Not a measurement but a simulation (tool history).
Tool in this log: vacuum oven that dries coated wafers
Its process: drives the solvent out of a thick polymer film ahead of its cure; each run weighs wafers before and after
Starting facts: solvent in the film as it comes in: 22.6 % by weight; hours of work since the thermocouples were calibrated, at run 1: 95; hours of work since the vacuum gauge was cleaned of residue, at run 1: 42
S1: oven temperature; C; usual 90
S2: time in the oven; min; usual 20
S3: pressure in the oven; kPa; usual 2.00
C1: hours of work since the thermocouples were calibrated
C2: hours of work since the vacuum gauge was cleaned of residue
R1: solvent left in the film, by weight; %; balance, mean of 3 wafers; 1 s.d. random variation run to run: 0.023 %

run 1 hour=0.0 | S1=90 S2=20 S3=2.00 | C1=95 C2=42 | R1=1.37
run 2 hour=15.2 | S1=90 S2=20 S3=2.00 | C1=103 C2=50 | R1=1.40
run 3 hour=33.7 | S1=90 S2=20 S3=2.00 | C1=112 C2=60 | R1=1.36
run 4 hour=42.7 | S1=90 S2=20 S3=2.00 | C1=117 C2=65 | R1=1.36
run 5 hour=56.9 | S1=90 S2=20 S3=2.00 | C1=125 C2=72 | R1=1.37
run 6 hour=74.5 | S1=90 S2=20 S3=2.00 | C1=134 C2=81 | R1=1.39
run 7 hour=87.8 | S1=90 S2=20 S3=4.34 | C1=141 C2=88 | R1=2.18
run 8 hour=100.4 | S1=90 S2=20 S3=2.37 | C1=147 C2=95 | R1=1.45
run 9 hour=111.0 | S1=90 S2=20 S3=2.37 | C1=153 C2=101 | R1=1.52
run 10 hour=127.2 | S1=90 S2=20 S3=2.37 | C1=161 C2=109 | R1=1.49
run 11 hour=143.3 | S1=97 S2=20 S3=2.00 | C1=170 C2=118 | R1=0.69
run 12 hour=157.7 | S1=90 S2=20 S3=2.00 | C1=178 C2=125 | R1=1.38
run 13 hour=173.3 | S1=84 S2=20 S3=2.00 | C1=186 C2=133 | R1=2.60
run 14 hour=191.8 | S1=85 S2=20 S3=2.00 | C1=195 C2=143 | R1=2.30
run 15 hour=207.7 | S1=85 S2=20 S3=2.00 | C1=204 C2=152 | R1=2.35
run 16 hour=219.4 | S1=90 S2=20 S3=2.00 | C1=210 C2=158 | R1=1.39
run 17 hour=230.3 | S1=90 S2=20 S3=2.00 | C1=216 C2=163 | R1=1.38
run 18 hour=247.8 | S1=90 S2=20 S3=2.00 | C1=225 C2=173 | R1=1.32
run 19 hour=260.5 | S1=90 S2=20 S3=2.00 | C1=232 C2=179 | R1=1.32
run 20 hour=272.9 | S1=90 S2=20 S3=2.00 | C1=238 C2=186 | R1=1.34
run 21 hour=286.8 | S1=90 S2=20 S3=2.64 | C1=245 C2=193 | R1=1.56
run 22 hour=300.6 | S1=90 S2=20 S3=2.66 | C1=253 C2=200 | R1=1.57
run 23 hour=310.1 | S1=96 S2=20 S3=2.00 | C1=258 C2=205 | R1=0.74
run 24 hour=323.9 | S1=96 S2=20 S3=2.00 | C1=265 C2=213 | R1=0.73
run 25 hour=337.3 | S1=94 S2=20 S3=4.16 | C1=272 C2=220 | R1=1.54
run 26 hour=346.4 | S1=93 S2=35 S3=3.83 | C1=277 C2=224 | R1=1.28
run 27 hour=363.5 | S1=84 S2=13 S3=6.35 | C1=286 C2=233 | R1=6.26
run 28 hour=372.0 | S1=101 S2=10 S3=3.15 | C1=290 C2=238 | R1=1.51
run 29 hour=384.0 | S1=102 S2=20 S3=2.00 | C1=297 C2=244 | R1=0.49
run 30 hour=401.8 | S1=102 S2=20 S3=2.00 | C1=306 C2=254 | R1=0.51
run 31 hour=417.7 | S1=97 S2=20 S3=2.00 | C1=314 C2=262 | R1=0.66
run 32 hour=426.4 | S1=97 S2=25 S3=1.65 | C1=319 C2=267 | R1=0.53
run 33 hour=435.1 | S1=96 S2=11 S3=5.99 | C1=323 C2=271 | R1=2.96
run 34 hour=444.6 | S1=91 S2=20 S3=1.20 | C1=328 C2=276 | R1=0.90
run 35 hour=463.4 | S1=90 S2=31 S3=2.13 | C1=338 C2=286 | R1=0.89
run 36 hour=471.5 | S1=90 S2=20 S3=2.93 | C1=343 C2=290 | R1=1.66

Below, each run's measurement less what the same run would have read without the hidden state. Both values contain the same run-to-run variation, but the gauge's scatter may not be the same in both:
The hidden state here: true wafer temperature over the reading, C; true pressure over the reading, kPa; drift of the gauge itself on solvent_pct, %.
run=1 R1=-0.01
run=2 R1=-0.02
run=3 R1=-0.01
run=4 R1=-0.01
run=5 R1=-0.01
run=6 R1=-0.02
run=7 R1=-0.03
run=8 R1=-0.03
run=9 R1=-0.02
run=10 R1=-0.03
run=11 R1=-0.01
run=12 R1=-0.03
run=13 R1=-0.06
run=14 R1=-0.06
run=15 R1=-0.06
run=16 R1=-0.03
run=17 R1=-0.04
run=18 R1=-0.04
run=19 R1=-0.04
run=20 R1=-0.04
run=21 R1=-0.05
run=22 R1=-0.05
run=23 R1=-0.02
run=24 R1=-0.01
run=25 R1=-0.03
run=26 R1=-0.01
run=27 R1=-0.18
run=28 R1=-0.07
run=29 R1=+0.00
run=30 R1=+0.00
run=31 R1=-0.01
run=32 R1=+0.00
run=33 R1=-0.12
run=34 R1=-0.05
run=35 R1=-0.01
run=36 R1=-0.07

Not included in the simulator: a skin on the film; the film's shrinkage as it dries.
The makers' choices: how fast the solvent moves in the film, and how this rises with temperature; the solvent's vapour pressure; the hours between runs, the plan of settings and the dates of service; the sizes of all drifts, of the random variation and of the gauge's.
